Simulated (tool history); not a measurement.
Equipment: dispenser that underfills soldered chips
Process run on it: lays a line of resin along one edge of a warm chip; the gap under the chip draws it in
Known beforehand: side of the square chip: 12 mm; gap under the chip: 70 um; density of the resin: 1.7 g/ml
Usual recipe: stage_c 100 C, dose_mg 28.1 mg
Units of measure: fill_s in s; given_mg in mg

run   hour  stage_c  dose_mg  fill_s  given_mg
  1    0.0      100     28.1    93.4     27.04
       6.3  -- new syringe of resin
  2    7.0      100     28.1    76.0     26.96
  3   16.2      100     27.2    99.9     25.97
      21.1  -- new syringe of resin
  4   25.9      100     27.2    89.1     26.01
  5   33.2      100     31.7   106.9     30.07
      35.7  -- new syringe of resin
  6   40.9      100     31.7    87.3     30.03
  7   46.5      100     28.1   100.9     26.59
      50.0  -- new syringe of resin
  8   57.1       93     28.1   118.5     26.27
      64.4  -- new syringe of resin
  9   65.3       93     28.1    98.1     26.11
 10   75.4       93     28.1   133.6     26.05
      79.1  -- new syringe of resin
 11   82.5       99     28.1    85.2     26.11
 12   91.8      100     28.1   108.9     25.88
      93.7  -- new syringe of resin
 13   98.3      100     28.1    85.6     25.94
     106.9  -- dispensing valve cleaned and set on the balance
 14  107.4      100     30.1   104.2     30.08
     109.3  -- new syringe of resin
 15  117.0      114     28.1    58.0     27.87
 16  122.0       98     28.1   115.6     27.84
     123.7  -- new syringe of resin
 17  128.1      100     33.1    81.8     32.72
 18  135.4      100     33.1   100.7     32.64
     138.4  -- new syringe of resin
 19  141.8      100     33.1    80.9     32.76
 20  151.3      100     33.1   102.7     32.64
     152.8  -- new syringe of resin
 21  157.3      107     25.4    67.5     24.78
 22  164.6      107     25.4    83.7     24.87
     167.5  -- new syringe of resin
 23  172.0      107     25.4    68.7     24.79
     181.6  -- new syringe of resin
 24  182.0      107     25.4    59.3     24.62
 25  192.1       91     30.1   137.6     28.94
     195.9  -- new syringe of resin
 26  197.9      102     28.1    73.8     27.08
 27  205.3      102     30.9    89.1     29.74
     210.1  -- new syringe of resin
 28  211.6      115     25.6    47.4     24.55
 29  217.0      115     25.6    55.8     24.53
     224.6  -- new syringe of resin
 30  227.5       93     32.1   100.6     30.67
 31  233.0       93     32.1   118.3     30.60
     239.4  -- new syringe of resin
 32  243.0       93     32.1   105.7     30.46
 33  249.2      112     32.5    65.7     30.73
     253.8  -- new syringe of resin
 34  260.1      112     32.5    58.0     30.31
 35  264.7      112     32.5    65.1     30.35
     268.4  -- new syringe of resin
 36  270.0      109     34.4    54.9     32.18
 37  276.1       89     31.3   134.0     28.98

Some steps in fill_s between neighbouring runs. How much of each would the tool show without its hidden state too (settings, what came in, random variation), and how much is left for the hidden state, with any gauge scatter that isn't in both results?
The hidden state here: resin's viscosity, % of fresh resin's; dose that the valve gives, % of what is set; true chip temperature over the reading, C; drift of the gauge itself on fill_s, %; drift of the gauge itself on given_mg, %.
Run 9 -> 10: no setting changed, nothing entered. fill_s +35.5 s: hidden state +32.7, all else +2.8.
Run 24 -> 25: stage_c 107 -> 91, dose_mg 25.4 -> 30.1. fill_s +78.3 s: hidden state +32.6, all else +45.7.
Run 25 -> 26: stage_c 91 -> 102, dose_mg 30.1 -> 28.1, new syringe of resin. fill_s -63.8 s: hidden state -28.8, all else -35.0.
Run 36 -> 37: stage_c 109 -> 89, dose_mg 34.4 -> 31.3. fill_s +79.1 s: hidden state +21.2, all else +57.9.

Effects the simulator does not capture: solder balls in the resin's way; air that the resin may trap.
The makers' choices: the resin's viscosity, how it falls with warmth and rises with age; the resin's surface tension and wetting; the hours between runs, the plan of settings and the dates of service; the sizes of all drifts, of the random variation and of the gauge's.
